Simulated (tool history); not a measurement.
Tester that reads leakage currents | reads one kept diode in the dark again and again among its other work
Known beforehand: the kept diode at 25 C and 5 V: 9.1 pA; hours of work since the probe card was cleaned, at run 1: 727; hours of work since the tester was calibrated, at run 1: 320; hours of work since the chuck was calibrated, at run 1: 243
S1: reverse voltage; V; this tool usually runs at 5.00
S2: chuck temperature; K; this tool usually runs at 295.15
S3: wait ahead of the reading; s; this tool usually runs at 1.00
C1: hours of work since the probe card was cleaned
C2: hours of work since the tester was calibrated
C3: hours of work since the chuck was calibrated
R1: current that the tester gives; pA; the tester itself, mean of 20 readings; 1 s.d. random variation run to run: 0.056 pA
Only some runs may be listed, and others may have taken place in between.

run 1 hour=0.0 | S1=5.00 S2=295.15 S3=1.00 | C1=727 C2=320 C3=243 | R1=13.03
run 2 hour=36.6 | S1=4.47 S2=295.15 S3=1.00 | C1=748 C2=341 C3=264 | R1=11.99
run 3 hour=56.0 | S1=4.47 S2=295.15 S3=1.00 | C1=759 C2=353 C3=276 | R1=12.12
run 4 hour=91.6 | S1=5.00 S2=317.15 S3=1.00 | C1=780 C2=373 C3=296 | R1=41.04
run 5 hour=111.6 | S1=5.00 S2=295.15 S3=1.00 | C1=791 C2=384 C3=307 | R1=13.42
run 6 hour=143.2 | S1=5.00 S2=295.15 S3=1.00 | C1=810 C2=403 C3=326 | R1=13.57
-- hour=148.9 probe card cleaned and baked
run 7 hour=171.1 | S1=5.00 S2=295.15 S3=1.00 | C1=13 C2=417 C3=340 | R1=14.84
run 8 hour=200.9 | S1=5.00 S2=295.15 S3=1.00 | C1=30 C2=434 C3=357 | R1=14.90
run 9 hour=220.3 | S1=3.61 S2=327.15 S3=0.99 | C1=41 C2=445 C3=368 | R1=60.99
run 10 hour=253.6 | S1=3.61 S2=327.15 S3=2.18 | C1=60 C2=464 C3=387 | R1=60.85
run 11 hour=288.9 | S1=3.61 S2=327.15 S3=2.18 | C1=80 C2=484 C3=407 | R1=60.48
-- hour=316.4 probe card cleaned and baked, once more
run 12 hour=324.7 | S1=3.61 S2=326.15 S3=0.45 | C1=5 C2=503 C3=426 | R1=53.27
run 13 hour=344.3 | S1=1.16 S2=295.15 S3=1.00 | C1=16 C2=514 C3=437 | R1=3.30
run 14 hour=382.6 | S1=1.16 S2=295.15 S3=1.00 | C1=38 C2=536 C3=459 | R1=3.46

Consider 4 possible next runs. They are alternatives, not a sequence: every one starts from the tool as it was left by run 14. What does each give?
run A hour=422.4 | S1=1.16 S2=295.15 S3=0.63 | C1=61 C2=559 C3=482 | R1=?
run B hour=422.4 | S1=5.00 S2=328.15 S3=0.33 | C1=61 C2=559 C3=482 | R1=?
run C hour=422.4 | S1=6.87 S2=315.15 S3=3.55 | C1=61 C2=559 C3=482 | R1=?
run D hour=422.4 | S1=1.39 S2=312.15 S3=4.24 | C1=61 C2=559 C3=482 | R1=?

run=A R1=3.51
run=B R1=74.51
run=C R1=38.00
run=D R1=12.04
Without the tool's unlogged condition, the same runs would have read:
run=A R1=3.41
run=B R1=74.08
run=C R1=37.40
run=D R1=11.91

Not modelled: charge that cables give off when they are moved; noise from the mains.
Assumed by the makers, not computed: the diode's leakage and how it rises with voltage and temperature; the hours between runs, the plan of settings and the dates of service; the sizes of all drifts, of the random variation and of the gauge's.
